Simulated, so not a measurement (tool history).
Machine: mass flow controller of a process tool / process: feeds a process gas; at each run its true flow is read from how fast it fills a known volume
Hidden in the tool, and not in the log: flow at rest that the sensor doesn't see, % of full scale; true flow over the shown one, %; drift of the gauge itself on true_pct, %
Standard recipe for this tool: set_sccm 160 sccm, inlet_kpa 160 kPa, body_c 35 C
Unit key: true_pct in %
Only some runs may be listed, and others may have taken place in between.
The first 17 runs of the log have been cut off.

run	hour	set_sccm	inlet_kpa	body_c	hours of work since the controller was set to zero	hours of work since the controller was changed	true_pct
18	1446.7	160	148	35	2495	2495	102.04
19	1525.1	160	167	22	2554	2554	100.82
20	1623.2	86	160	23	2626	2626	100.82
21	1696.7	188	237	35	2681	2681	102.15
22	1752.2	64	188	36	2722	2722	102.43
23	1812.5	64	188	36	2767	2767	102.53
24	1926.3	64	188	36	2851	2851	102.59
25	2012.2	64	188	36	2915	2915	102.57
26	2120.9	63	160	35	2996	2996	102.66
27	2236.3	63	160	35	3081	3081	102.78
28	2327.6	22	272	20	3149	3149	105.24
29	2386.4	22	272	20	3193	3193	105.32
30	2497.5	93	205	35	3275	3275	102.32
31	2588.7	61	256	20	3343	3343	101.63
32	2638.8	160	176	23	3380	3380	101.51
33	2741.4	29	160	35	3456	3456	105.64
34	2824.3	29	160	35	3518	3518	105.82

Alternative continuations, all from the tool just after run 34; predict every row:
A	2917.3	85	160	24	3587	3587	?
B	2917.3	83	217	22	3587	3587	?
C	2917.3	145	217	35	3587	3587	?
D	2917.3	160	230	35	3587	3587	?
E	2917.3	73	223	21	3587	3587	?

run	true_pct
A	101.81
B	101.64
C	102.50
D	102.51
E	101.58
With the hidden condition removed and each run's random variation left untouched, the same runs would have given:
run	true_pct
A	98.81
B	98.59
C	100.29
D	100.40
E	98.27
